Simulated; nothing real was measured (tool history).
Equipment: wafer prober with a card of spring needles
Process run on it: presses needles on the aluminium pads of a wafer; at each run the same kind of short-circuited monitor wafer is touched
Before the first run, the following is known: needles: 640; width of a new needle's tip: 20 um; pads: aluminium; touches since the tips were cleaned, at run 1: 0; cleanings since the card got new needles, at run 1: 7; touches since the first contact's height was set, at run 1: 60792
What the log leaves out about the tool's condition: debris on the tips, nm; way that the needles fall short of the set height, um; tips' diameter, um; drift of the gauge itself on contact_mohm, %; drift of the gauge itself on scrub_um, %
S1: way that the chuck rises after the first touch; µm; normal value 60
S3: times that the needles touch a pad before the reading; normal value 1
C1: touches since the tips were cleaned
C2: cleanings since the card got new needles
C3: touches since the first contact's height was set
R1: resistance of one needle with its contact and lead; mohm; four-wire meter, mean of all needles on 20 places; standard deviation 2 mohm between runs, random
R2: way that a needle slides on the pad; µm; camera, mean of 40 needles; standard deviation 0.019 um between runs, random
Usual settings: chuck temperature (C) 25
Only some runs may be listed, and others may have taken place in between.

Run 1, day 0: usual settings; C1 0; C2 7; C3 60792. Result: R1 221 mohm, R2 11.64 µm.
Run 2, day 0.3: usual settings but S1 45 µm; C1 4291; C2 7; C3 65083. Result: R1 506 mohm, R2 8.74 µm.
At day 0.538: tips cleaned on abrasive film.
Run 3, day 0.567: usual settings; C1 447; C2 8; C3 68842. Result: R1 252 mohm, R2 11.64 µm.
Run 4, day 0.9: usual settings; C1 5198; C2 8; C3 73593. Result: R1 402 mohm, R2 11.63 µm.
At day 1.079: tips cleaned on abrasive film.
Run 5, day 1.217: usual settings but S1 43 µm; C1 1945; C2 9; C3 78008. Result: R1 417 mohm, R2 8.31 µm.
Run 6, day 1.429: usual settings but S1 43 µm; C1 5007; C2 9; C3 81070. Result: R1 572 mohm, R2 8.3 µm.
At day 1.608: tips cleaned on abrasive film.
Run 7, day 1.608: usual settings but chuck temperature (C) 36; C1 0; C2 10; C3 83593. Result: R1 237 mohm, R2 11.64 µm.
Run 8, day 1.812: usual settings but chuck temperature (C) 36; C1 2888; C2 10; C3 86481. Result: R1 360 mohm, R2 11.63 µm.
Run 9, day 2.021: usual settings but chuck temperature (C) 36; C1 5877; C2 10; C3 89470. Result: R1 424 mohm, R2 11.62 µm.
At day 2.154: tips cleaned on abrasive film.
Run 10, day 2.312: usual settings; C1 2278; C2 11; C3 93566. Result: R1 338 mohm, R2 11.62 µm.
Run 11, day 2.492: usual settings; C1 4807; C2 11; C3 96095. Result: R1 397 mohm, R2 11.6 µm.
At day 2.7: tips cleaned on abrasive film.
Run 12, day 2.754: usual settings; C1 791; C2 12; C3 99832. Result: R1 275 mohm, R2 11.58 µm.
Run 13, day 3.125: usual settings; C1 6051; C2 12; C3 105092. Result: R1 420 mohm, R2 11.6 µm.
At day 3.254: tips cleaned on abrasive film.
Run 14, day 3.35: usual settings; C1 1377; C2 13; C3 108230. Result: R1 298 mohm, R2 11.58 µm.
At day 3.583: height of the first contact set anew.
Run 15, day 3.583: usual settings but S1 51 µm; C1 4542; C2 13; C3 0. Result: R1 455 mohm, R2 9.97 µm.
At day 3.808: tips cleaned on abrasive film.
Run 16, day 3.833: usual settings but S1 51 µm; C1 373; C2 14; C3 3512. Result: R1 273 mohm, R2 9.93 µm.
Run 17, day 4.121: usual settings; C1 4486; C2 14; C3 7625. Result: R1 387 mohm, R2 11.7 µm.
At day 4.354: tips cleaned on abrasive film.
Run 18, day 4.362: usual settings but S1 49 µm, S3 2; C1 153; C2 15; C3 11018. Result: R1 246 mohm, R2 9.53 µm.
Run 19, day 4.667: usual settings but S1 58 µm; C1 4490; C2 15; C3 15355. Result: R1 402 mohm, R2 11.32 µm.
At day 4.908: tips cleaned on abrasive film.
Run 20, day 4.917: usual settings but S1 51 µm, chuck temperature (C) 89; C1 81; C2 16; C3 18837. Result: R1 272 mohm, R2 9.94 µm.
Run 21, day 5.146: usual settings but S1 51 µm, chuck temperature (C) 89; C1 3377; C2 16; C3 22133. Result: R1 430 mohm, R2 9.94 µm.
Run 22, day 5.404: usual settings but S1 51 µm, chuck temperature (C) 89; C1 7037; C2 16; C3 25793. Result: R1 501 mohm, R2 9.95 µm.
At day 5.462: tips cleaned on abrasive film.
Run 23, day 5.633: usual settings but S1 64 µm, chuck temperature (C) 39; C1 2407; C2 17; C3 28997. Result: R1 317 mohm, R2 12.49 µm.
Run 24, day 5.825: usual settings but S1 64 µm, chuck temperature (C) 39; C1 5142; C2 17; C3 31732. Result: R1 375 mohm, R2 12.46 µm.
At day 6.004: tips cleaned on abrasive film.
Run 25, day 6.233: usual settings but S1 75 µm, chuck temperature (C) 26, S3 2; C1 3222; C2 18; C3 37500. Result: R1 268 mohm, R2 14.61 µm.
Run 26, day 6.45: usual settings but S1 70 µm, chuck temperature (C) 68; C1 6352; C2 18; C3 40630. Result: R1 364 mohm, R2 13.6 µm.
At day 6.558: tips cleaned on abrasive film.
Run 27, day 6.717: usual settings but S1 70 µm, S3 2; C1 2281; C2 19; C3 44389. Result: R1 264 mohm, R2 13.62 µm.
At day 7.104: tips cleaned on abrasive film.
Run 28, day 7.121: usual settings but S1 70 µm, S3 2; C1 253; C2 20; C3 50071. Result: R1 222 mohm, R2 13.59 µm.
Run 29, day 7.429: usual settings but S1 43 µm, chuck temperature (C) 44, S3 2; C1 4631; C2 20; C3 54449. Result: R1 427 mohm, R2 8.33 µm.

For run 30, what comes out?
At day 7.642: tips cleaned on abrasive film.
Run 30, day 7.792: usual settings but S1 63 µm, chuck temperature (C) 54; C1 2123; C2 21; C3 59596. Result: R1 ?, R2 ?.

R1: 327 mohm
R2: 12.22 µm
Minus the tool's unlogged condition, the same run would have read R1 219 mohm, R2 12.3 µm.
